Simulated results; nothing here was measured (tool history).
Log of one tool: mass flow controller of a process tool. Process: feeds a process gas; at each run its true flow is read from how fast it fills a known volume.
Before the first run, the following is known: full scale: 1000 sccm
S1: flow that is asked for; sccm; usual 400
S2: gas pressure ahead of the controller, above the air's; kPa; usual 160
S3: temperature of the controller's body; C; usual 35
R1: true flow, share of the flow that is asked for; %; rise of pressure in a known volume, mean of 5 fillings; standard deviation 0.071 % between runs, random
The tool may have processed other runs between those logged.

| run | hour | S1 | S2 | S3 | R1 |
|---|---|---|---|---|---|
| 1 | 0.0 | 400 | 160 | 35 | 99.86 |
| 2 | 83.7 | 400 | 160 | 35 | 99.75 |
| 3 | 194.7 | 400 | 160 | 35 | 99.69 |
| 4 | 299.9 | 400 | 160 | 35 | 99.67 |
| 5 | 368.1 | 400 | 160 | 35 | 99.76 |
| 6 | 434.0 | 400 | 160 | 35 | 99.78 |
| 7 | 505.4 | 400 | 160 | 35 | 99.90 |
| 8 | 636.4 | 400 | 160 | 35 | 99.81 |
| 9 | 743.9 | 400 | 196 | 35 | 99.99 |
| 10 | 847.1 | 400 | 196 | 35 | 100.08 |
| 11 | 950.9 | 400 | 228 | 35 | 100.21 |
| 12 | 1079.5 | 400 | 228 | 35 | 100.17 |
| 13 | 1194.3 | 400 | 228 | 35 | 100.28 |
| 14 | 1252.9 | 400 | 228 | 35 | 100.14 |
| 15 | 1358.6 | 400 | 228 | 35 | 100.27 |
| 16 | 1424.5 | 400 | 228 | 35 | 100.25 |
| 17 | 1514.1 | 400 | 143 | 35 | 99.61 |
| 18 | 1628.5 | 400 | 233 | 35 | 100.25 |
| 19 | 1761.1 | 400 | 233 | 35 | 100.22 |
| 20 | 1891.6 | 400 | 233 | 35 | 100.15 |
| 21 | 1964.1 | 400 | 233 | 35 | 100.24 |
| 22 | 2097.2 | 400 | 233 | 35 | 100.38 |
| 23 | 2225.5 | 400 | 233 | 35 | 100.38 |
| 24 | 2283.8 | 400 | 156 | 35 | 99.78 |
| 25 | 2372.4 | 400 | 160 | 28 | 99.55 |
| 26 | 2498.8 | 400 | 160 | 24 | 99.52 |
| 27 | 2612.7 | 400 | 161 | 24 | 99.51 |
| 28 | 2681.2 | 180 | 165 | 35 | 100.94 |
| 29 | 2772.5 | 942 | 165 | 38 | 99.69 |
| 30 | 2897.5 | 546 | 254 | 23 | 99.98 |
| 31 | 2978.8 | 546 | 254 | 23 | 99.95 |
| 32 | 3047.5 | 546 | 254 | 23 | 100.05 |
| 33 | 3168.8 | 134 | 177 | 23 | 101.54 |
|  | 3177.4 | controller's zero set anew |
| 34 | 3256.1 | 400 | 158 | 35 | 100.21 |
| 35 | 3389.9 | 202 | 168 | 33 | 101.62 |
| 36 | 3451.8 | 209 | 144 | 33 | 101.52 |
| 37 | 3527.4 | 400 | 181 | 20 | 100.16 |
|  | 3551.3 | controller's zero set anew, once more |
| 38 | 3623.3 | 169 | 274 | 26 | 99.21 |
| 39 | 3683.2 | 169 | 274 | 26 | 99.11 |
| 40 | 3790.6 | 169 | 274 | 26 | 99.14 |
| 41 | 3893.1 | 169 | 274 | 26 | 99.29 |
| 42 | 3964.4 | 240 | 177 | 25 | 98.62 |
| 43 | 4082.2 | 439 | 247 | 39 | 99.38 |
| 44 | 4161.4 | 439 | 247 | 39 | 99.35 |
| 45 | 4226.1 | 439 | 247 | 39 | 99.28 |
| 46 | 4334.3 | 194 | 160 | 35 | 98.89 |
| 47 | 4470.5 | 400 | 160 | 27 | 98.53 |

What if the next run were any one of these 4? Each begins from the tool's condition after run 47:
| A | 4565.8 | 104 | 225 | 21 | ? |
| B | 4565.8 | 224 | 276 | 35 | ? |
| C | 4565.8 | 400 | 230 | 27 | ? |
| D | 4565.8 | 400 | 160 | 23 | ? |

| run | R1 |
|---|---|
| A | 99.12 |
| B | 99.62 |
| C | 99.04 |
| D | 98.42 |
Take away the tool's hidden state, keep each run's random variation, and the runs would have read:
| run | R1 |
|---|---|
| A | 99.25 |
| B | 100.17 |
| C | 99.76 |
| D | 99.13 |

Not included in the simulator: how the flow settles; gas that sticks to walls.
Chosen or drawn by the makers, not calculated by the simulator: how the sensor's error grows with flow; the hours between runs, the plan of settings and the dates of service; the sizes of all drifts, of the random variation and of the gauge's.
